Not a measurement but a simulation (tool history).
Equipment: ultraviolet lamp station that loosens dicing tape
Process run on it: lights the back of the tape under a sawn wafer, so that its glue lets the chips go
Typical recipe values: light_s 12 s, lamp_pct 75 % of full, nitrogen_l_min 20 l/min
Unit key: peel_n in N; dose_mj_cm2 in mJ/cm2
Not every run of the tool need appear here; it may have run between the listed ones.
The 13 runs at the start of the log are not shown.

run	hour	light_s	lamp_pct	nitrogen_l_min	hours of work of the lamp	hours of work since the window was cleaned	peel_n	dose_mj_cm2
14	91.1	16	75	20	260	154	0.556	467
15	96.0	16	75	20	263	157	0.541	474
16	105.3	16	75	20	268	162	0.533	469
17	114.8	16	75	20	273	167	0.547	459
18	123.7	12	75	20	278	172	1.064	344
19	133.2	12	75	20	283	177	1.093	346
20	141.4	19	75	20	288	182	0.400	547
21	146.5	12	97	20	291	185	0.630	447
22	155.5	12	97	19	296	190	0.637	443
23	164.3	12	65	29	301	195	1.245	292
24	172.0	7	70	22	305	199	2.851	184

Forecast run 25:
25	179.2	23	88	38	309	203	?	?

peel_n: 0.157 N
dose_mj_cm2: 761 mJ/cm2
With the hidden condition absent and the run-to-run variation left alone, this run would have shown peel_n 0.138 N, dose_mj_cm2 929 mJ/cm2.

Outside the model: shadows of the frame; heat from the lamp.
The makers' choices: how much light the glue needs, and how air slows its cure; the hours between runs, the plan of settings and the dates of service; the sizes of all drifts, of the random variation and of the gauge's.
